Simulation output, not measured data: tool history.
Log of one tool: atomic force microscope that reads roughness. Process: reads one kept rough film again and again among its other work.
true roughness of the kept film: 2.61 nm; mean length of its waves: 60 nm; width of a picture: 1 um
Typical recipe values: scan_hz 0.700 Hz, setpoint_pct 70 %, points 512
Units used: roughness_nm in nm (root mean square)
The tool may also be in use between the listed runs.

run 1 hour=0.0 | scan_hz=0.700 setpoint_pct=70 points=512 | roughness_nm=2.408
run 2 hour=16.4 | scan_hz=0.700 setpoint_pct=70 points=512 | roughness_nm=2.415
run 3 hour=26.9 | scan_hz=0.700 setpoint_pct=70 points=512 | roughness_nm=2.401
run 4 hour=36.9 | scan_hz=0.700 setpoint_pct=70 points=512 | roughness_nm=2.382
run 5 hour=52.3 | scan_hz=0.700 setpoint_pct=70 points=512 | roughness_nm=2.371
run 6 hour=68.2 | scan_hz=0.700 setpoint_pct=70 points=512 | roughness_nm=2.357
run 7 hour=83.0 | scan_hz=0.700 setpoint_pct=70 points=512 | roughness_nm=2.349
run 8 hour=91.9 | scan_hz=0.700 setpoint_pct=70 points=512 | roughness_nm=2.332
run 9 hour=105.5 | scan_hz=0.775 setpoint_pct=70 points=512 | roughness_nm=2.332
run 10 hour=120.7 | scan_hz=0.775 setpoint_pct=70 points=512 | roughness_nm=2.328
run 11 hour=129.7 | scan_hz=0.700 setpoint_pct=68 points=512 | roughness_nm=2.316
run 12 hour=140.7 | scan_hz=0.750 setpoint_pct=70 points=512 | roughness_nm=2.300
run 13 hour=147.9 | scan_hz=3.463 setpoint_pct=70 points=512 | roughness_nm=2.081
run 14 hour=161.4 | scan_hz=0.796 setpoint_pct=70 points=512 | roughness_nm=2.295
-- hour=169.3 new tip fitted
run 15 hour=177.6 | scan_hz=0.562 setpoint_pct=77 points=262 | roughness_nm=2.447
run 16 hour=187.4 | scan_hz=2.977 setpoint_pct=74 points=301 | roughness_nm=2.193
run 17 hour=196.7 | scan_hz=1.314 setpoint_pct=86 points=301 | roughness_nm=2.235
run 18 hour=207.8 | scan_hz=1.314 setpoint_pct=86 points=301 | roughness_nm=2.241
run 19 hour=218.7 | scan_hz=1.314 setpoint_pct=86 points=301 | roughness_nm=2.211
run 20 hour=230.6 | scan_hz=1.263 setpoint_pct=62 points=373 | roughness_nm=2.401
run 21 hour=239.9 | scan_hz=1.261 setpoint_pct=69 points=747 | roughness_nm=2.359
run 22 hour=255.5 | scan_hz=1.261 setpoint_pct=69 points=747 | roughness_nm=2.337
run 23 hour=265.6 | scan_hz=1.547 setpoint_pct=67 points=618 | roughness_nm=2.336
run 24 hour=275.2 | scan_hz=1.331 setpoint_pct=81 points=779 | roughness_nm=2.227
run 25 hour=291.8 | scan_hz=0.700 setpoint_pct=63 points=512 | roughness_nm=2.343
run 26 hour=298.6 | scan_hz=0.700 setpoint_pct=63 points=512 | roughness_nm=2.364

Consider 4 possible next runs. They are alternatives, not a sequence: every one starts from the tool as it was left by run 26. What does each give?
run A hour=306.3 | scan_hz=0.681 setpoint_pct=66 points=731 | roughness_nm=?
run B hour=306.3 | scan_hz=2.769 setpoint_pct=63 points=512 | roughness_nm=?
run C hour=306.3 | scan_hz=1.372 setpoint_pct=70 points=512 | roughness_nm=?
run D hour=306.3 | scan_hz=0.700 setpoint_pct=81 points=512 | roughness_nm=?

run=A roughness_nm=2.351
run=B roughness_nm=2.273
run=C roughness_nm=2.289
run=D roughness_nm=2.288
Stripped of hidden state, with their random variation kept, the same runs would have yielded:
run=A roughness_nm=2.480
run=B roughness_nm=2.397
run=C roughness_nm=2.415
run=D roughness_nm=2.413
